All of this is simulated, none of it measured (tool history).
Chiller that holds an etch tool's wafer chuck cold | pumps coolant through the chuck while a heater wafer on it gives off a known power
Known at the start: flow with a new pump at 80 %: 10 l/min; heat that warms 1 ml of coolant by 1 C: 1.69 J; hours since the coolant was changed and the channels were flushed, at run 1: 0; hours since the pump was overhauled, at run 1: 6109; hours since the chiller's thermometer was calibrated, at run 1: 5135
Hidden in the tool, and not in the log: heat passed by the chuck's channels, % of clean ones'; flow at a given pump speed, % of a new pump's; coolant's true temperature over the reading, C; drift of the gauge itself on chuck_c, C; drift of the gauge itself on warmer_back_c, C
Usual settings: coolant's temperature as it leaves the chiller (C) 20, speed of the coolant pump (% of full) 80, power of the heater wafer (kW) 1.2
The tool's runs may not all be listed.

run    hour  coolant's temperature as it leaves the chiller (C)  speed of the coolant pump (% of full)  power of the heater wafer (kW)  hours since the coolant was changed and the channels were flushed  hours since the pump was overhauled  hours since the chiller's thermometer was calibrated  chuck's temperature once it has settled (C)  how much warmer the coolant comes back (C)
  1       0                                                  20                                     80                             1.2                                                                  0                                 6109                                                  5135                                         28.5                                        4.24
  2    85.8                                                  20                                     80                             1.2                                                                 86                                 6195                                                  5221                                         28.7                                        4.24
  3   164.2                                                  20                                     80                             1.2                                                                164                                 6274                                                  5299                                         28.5                                        4.36
  4   338.4                                                  20                                     80                             1.2                                                                338                                 6448                                                  5473                                         28.9                                        4.39
      499.6  -- chiller's thermometer calibrated
  5   499.6                                                  20                                     80                             1.2                                                                499                                 6608                                                     0                                         28.6                                        4.31
  6   635.4                                                  20                                     80                             1.2                                                                634                                 6744                                                   136                                         28.6                                        4.33
  7   798.5                                                  20                                     80                             1.2                                                                798                                 6907                                                   299                                         28.6                                        4.35
  8   944.1                                                  20                                     80                             1.2                                                                943                                 7053                                                   445                                         28.6                                        4.34
  9  1077.7                                                  20                                     80                             1.2                                                               1077                                 7186                                                   578                                         28.6                                        4.33
 10  1197.3                                                  20                                     64                             1.2                                                               1196                                 7306                                                   698                                         30.8                                        5.62
 11  1355.9                                                  20                                     64                             1.2                                                               1355                                 7464                                                   856                                         30.7                                        5.64
 12  1473.3                                                  20                                     64                             1.2                                                               1472                                 7582                                                   974                                         30.5                                        5.63
 13    1635                                                  20                                     64                             1.2                                                               1634                                 7743                                                  1135                                         30.7                                        5.69
 14  1717.4                                                  20                                     80                           1.316                                                               1716                                 7826                                                  1218                                         29.3                                        4.91
 15  1804.4                                                  20                                     80                           1.316                                                               1803                                 7913                                                  1305                                         29.5                                        4.92
 16  1901.7                                                  26                                     80                           1.316                                                               1901                                 8010                                                  1402                                         35.6                                        4.91
 17    2032                                                  26                                     80                           1.316                                                               2031                                 8140                                                  1532                                         35.5                                        4.91
 18    2136                                                  26                                     80                           1.316                                                               2135                                 8244                                                  1636                                         35.6                                        4.88
 19  2313.4                                                  26                                     64                           1.316                                                               2312                                 8422                                                  1814                                         37.5                                        6.24
 20  2397.2                                                  24                                     69                           1.486                                                               2396                                 8506                                                  1898                                         36.3                                        6.56
 21  2556.7                                                  24                                     69                           1.486                                                               2556                                 8665                                                  2057                                         36.3                                        6.54
 22  2708.5                                                  24                                     88                           1.638                                                               2708                                 8817                                                  2209                                         34.8                                         5.6
 23  2788.6                                                  11                                     77                           1.528                                                               2788                                 8897                                                  2289                                         22.3                                        6.01
 24  2918.2                                                  17                                    100                           0.843                                                               2917                                 9027                                                  2419                                         21.9                                        2.63
 25  3033.9                                                  20                                     87                           0.661                                                               3033                                 9142                                                  2534                                         24.4                                        2.48
 26  3161.7                                                  12                                     87                            1.32                                                               3161                                 9270                                                  2662                                         20.8                                        4.58
 27  3350.6                                                  16                                     87                             1.4                                                               3350                                 9459                                                  2851                                         25.2                                         4.9
 28  3447.4                                                  16                                     72                           1.529                                                               3446                                 9556                                                  2948                                         28.2                                        6.55
     3564.4  -- gauge calibrated
 29  3586.8                                                  20                                     90                            1.08                                                               3586                                 9695                                                  3087                                         26.9                                         3.4
 30  3756.3                                                  17                                     62                            0.95                                                               3755                                 9865                                                  3257                                         25.7                                        4.56
 31  3880.5                                                  17                                     62                            0.95                                                               3880                                 9989                                                  3381                                         25.8                                        4.58
 32  4067.7                                                  17                                     62                            0.95                                                               4067                                10176                                                  3568                                         25.8                                        4.51
 33  4191.4                                                  17                                     62                            0.95                                                               4190                                10300                                                  3692                                         25.6                                        4.56

3 ways to go on from here, each from the tool as it stands after run 33. What would each give?
  A  4369.1                                                  12                                     80                            0.95                                                               4368                                10478                                                  3870                                            ?                                           ?
  B  4369.1                                                  29                                     80                             1.2                                                               4368                                10478                                                  3870                                            ?                                           ?
  C  4369.1                                                  15                                     95                           1.102                                                               4368                                10478                                                  3870                                            ?                                           ?

run  chuck's temperature once it has settled (C)  how much warmer the coolant comes back (C)
  A                                         18.8                                        3.49
  B                                         37.6                                         4.4
  C                                         21.7                                        3.32
Without the tool's hidden state the same runs would have given:
run  chuck's temperature once it has settled (C)  how much warmer the coolant comes back (C)
  A                                         18.8                                        3.39
  B                                         37.6                                        4.28
  C                                         21.6                                        3.22

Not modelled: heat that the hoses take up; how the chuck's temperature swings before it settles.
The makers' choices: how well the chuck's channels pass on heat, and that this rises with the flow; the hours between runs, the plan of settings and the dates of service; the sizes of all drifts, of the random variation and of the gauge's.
